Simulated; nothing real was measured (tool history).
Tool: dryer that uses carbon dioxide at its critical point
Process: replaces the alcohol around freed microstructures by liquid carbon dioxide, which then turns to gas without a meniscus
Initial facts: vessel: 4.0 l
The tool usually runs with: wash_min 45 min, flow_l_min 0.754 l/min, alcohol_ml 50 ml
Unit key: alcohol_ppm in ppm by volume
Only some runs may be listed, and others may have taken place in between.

run,hour,wash_min,flow_l_min,alcohol_ml,alcohol_ppm
1,0.0,45,0.754,50,31
2,5.9,45,0.754,50,34
3,13.5,45,0.754,50,30
4,19.6,45,0.754,50,34
5,31.5,45,0.754,50,27
6,37.9,45,0.754,50,36
7,49.1,45,0.754,63,40
8,55.8,34,0.754,63,95
9,61.5,34,0.754,63,87
10,70.0,45,0.754,50,41
11,76.9,45,0.699,50,47
12,86.7,45,0.754,42,40
13,95.9,44,0.754,42,38
14,104.8,30,0.754,50,140
15,110.5,45,0.754,50,46
16,122.5,69,0.754,50,21
17,128.3,69,0.754,50,27
18,138.1,69,0.754,50,31
19,146.7,69,0.754,50,38
20,154.2,45,0.754,50,37
21,161.2,45,0.754,23,39
22,171.4,45,0.754,23,41
23,182.4,45,0.754,23,39
24,189.9,45,0.754,23,40
25,197.7,27,1.033,34,51
26,203.5,45,0.754,96,63
27,209.3,60,1.243,51,40
28,218.8,45,1.191,72,41
29,227.1,68,0.644,30,36
30,235.9,68,0.644,30,40

Estimate the outcome of run 31 from the log above:
31,244.4,68,1.064,30,?

{"run 31": {"alcohol_ppm": 44}}
Without the tool's hidden state the same run would have given alcohol_ppm 9 ppm by volume.

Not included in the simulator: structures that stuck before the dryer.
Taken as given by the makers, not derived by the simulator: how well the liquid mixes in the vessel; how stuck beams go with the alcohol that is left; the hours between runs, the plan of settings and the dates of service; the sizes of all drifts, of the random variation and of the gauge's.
